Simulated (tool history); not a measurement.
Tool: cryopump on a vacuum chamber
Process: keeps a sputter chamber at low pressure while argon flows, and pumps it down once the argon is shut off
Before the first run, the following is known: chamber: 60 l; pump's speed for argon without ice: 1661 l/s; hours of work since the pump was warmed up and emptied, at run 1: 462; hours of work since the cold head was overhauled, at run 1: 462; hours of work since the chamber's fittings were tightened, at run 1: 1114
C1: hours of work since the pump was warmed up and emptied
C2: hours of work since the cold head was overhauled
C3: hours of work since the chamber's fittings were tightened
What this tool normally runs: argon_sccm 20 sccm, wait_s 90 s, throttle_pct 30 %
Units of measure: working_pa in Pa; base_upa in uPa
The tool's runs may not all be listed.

run 1 hour=0.0 | argon_sccm=20 wait_s=90 throttle_pct=30 | C1=462 C2=462 C3=1114 | working_pa=0.0708 base_upa=1.40
run 2 hour=18.7 | argon_sccm=20 wait_s=90 throttle_pct=30 | C1=471 C2=471 C3=1123 | working_pa=0.0717 base_upa=1.40
run 3 hour=35.2 | argon_sccm=20 wait_s=139 throttle_pct=30 | C1=479 C2=479 C3=1131 | working_pa=0.0715 base_upa=1.12
run 4 hour=63.6 | argon_sccm=20 wait_s=139 throttle_pct=30 | C1=493 C2=493 C3=1145 | working_pa=0.0713 base_upa=1.16
run 5 hour=97.9 | argon_sccm=20 wait_s=139 throttle_pct=30 | C1=510 C2=510 C3=1162 | working_pa=0.0701 base_upa=1.13
run 6 hour=121.5 | argon_sccm=20 wait_s=139 throttle_pct=30 | C1=522 C2=522 C3=1173 | working_pa=0.0715 base_upa=1.07
run 7 hour=153.4 | argon_sccm=20 wait_s=90 throttle_pct=30 | C1=537 C2=537 C3=1189 | working_pa=0.0716 base_upa=1.49
run 8 hour=180.6 | argon_sccm=20 wait_s=90 throttle_pct=30 | C1=551 C2=551 C3=1203 | working_pa=0.0717 base_upa=1.52
run 9 hour=197.4 | argon_sccm=20 wait_s=90 throttle_pct=23 | C1=559 C2=559 C3=1211 | working_pa=0.0931 base_upa=1.48
run 10 hour=231.8 | argon_sccm=20 wait_s=90 throttle_pct=23 | C1=576 C2=576 C3=1228 | working_pa=0.0915 base_upa=1.44
run 11 hour=265.9 | argon_sccm=9 wait_s=90 throttle_pct=23 | C1=593 C2=593 C3=1244 | working_pa=0.0413 base_upa=1.49
run 12 hour=299.2 | argon_sccm=38 wait_s=90 throttle_pct=53 | C1=609 C2=609 C3=1261 | working_pa=0.0808 base_upa=1.52
run 13 hour=319.2 | argon_sccm=38 wait_s=118 throttle_pct=52 | C1=619 C2=619 C3=1271 | working_pa=0.0833 base_upa=1.28
run 14 hour=353.0 | argon_sccm=38 wait_s=118 throttle_pct=32 | C1=635 C2=635 C3=1287 | working_pa=0.1302 base_upa=1.31
run 15 hour=373.7 | argon_sccm=20 wait_s=27 throttle_pct=48 | C1=646 C2=646 C3=1297 | working_pa=0.0472 base_upa=3.57
run 16 hour=390.0 | argon_sccm=32 wait_s=32 throttle_pct=29 | C1=654 C2=654 C3=1305 | working_pa=0.1198 base_upa=3.20
run 17 hour=424.5 | argon_sccm=20 wait_s=160 throttle_pct=18 | C1=671 C2=671 C3=1322 | working_pa=0.1183 base_upa=1.12
run 18 hour=459.1 | argon_sccm=20 wait_s=160 throttle_pct=18 | C1=688 C2=688 C3=1339 | working_pa=0.1186 base_upa=1.19
run 19 hour=474.9 | argon_sccm=34 wait_s=90 throttle_pct=30 | C1=695 C2=695 C3=1347 | working_pa=0.1233 base_upa=1.52
run 20 hour=503.5 | argon_sccm=22 wait_s=21 throttle_pct=30 | C1=709 C2=709 C3=1361 | working_pa=0.0801 base_upa=4.43
run 21 hour=517.9 | argon_sccm=22 wait_s=21 throttle_pct=30 | C1=717 C2=717 C3=1368 | working_pa=0.0799 base_upa=4.44
run 22 hour=547.5 | argon_sccm=10 wait_s=274 throttle_pct=47 | C1=731 C2=731 C3=1383 | working_pa=0.0245 base_upa=0.97

Some steps in working_pa between neighbouring runs. How much of each would the tool show without its hidden state too (settings, what came in, random variation), and how much is left for the hidden state, with any gauge scatter that isn't in both results?
Hidden state at play: pump's speed, % of a pump's without ice; cold plate's temperature, K; leak into the chamber, uPa l/s; drift of the gauge itself on working_pa, %; drift of the gauge itself on base_upa, %.
Run 11 -> 12: argon_sccm 9 -> 38, throttle_pct 23 -> 53. working_pa +0.0395 Pa: hidden state +0.0065, all else +0.0330.
Run 14 -> 15: argon_sccm 38 -> 20, wait_s 118 -> 27, throttle_pct 32 -> 48. working_pa -0.0830 Pa: hidden state -0.0041, all else -0.0789.
Run 15 -> 16: argon_sccm 20 -> 32, wait_s 27 -> 32, throttle_pct 48 -> 29. working_pa +0.0726 Pa: hidden state +0.0030, all else +0.0696.
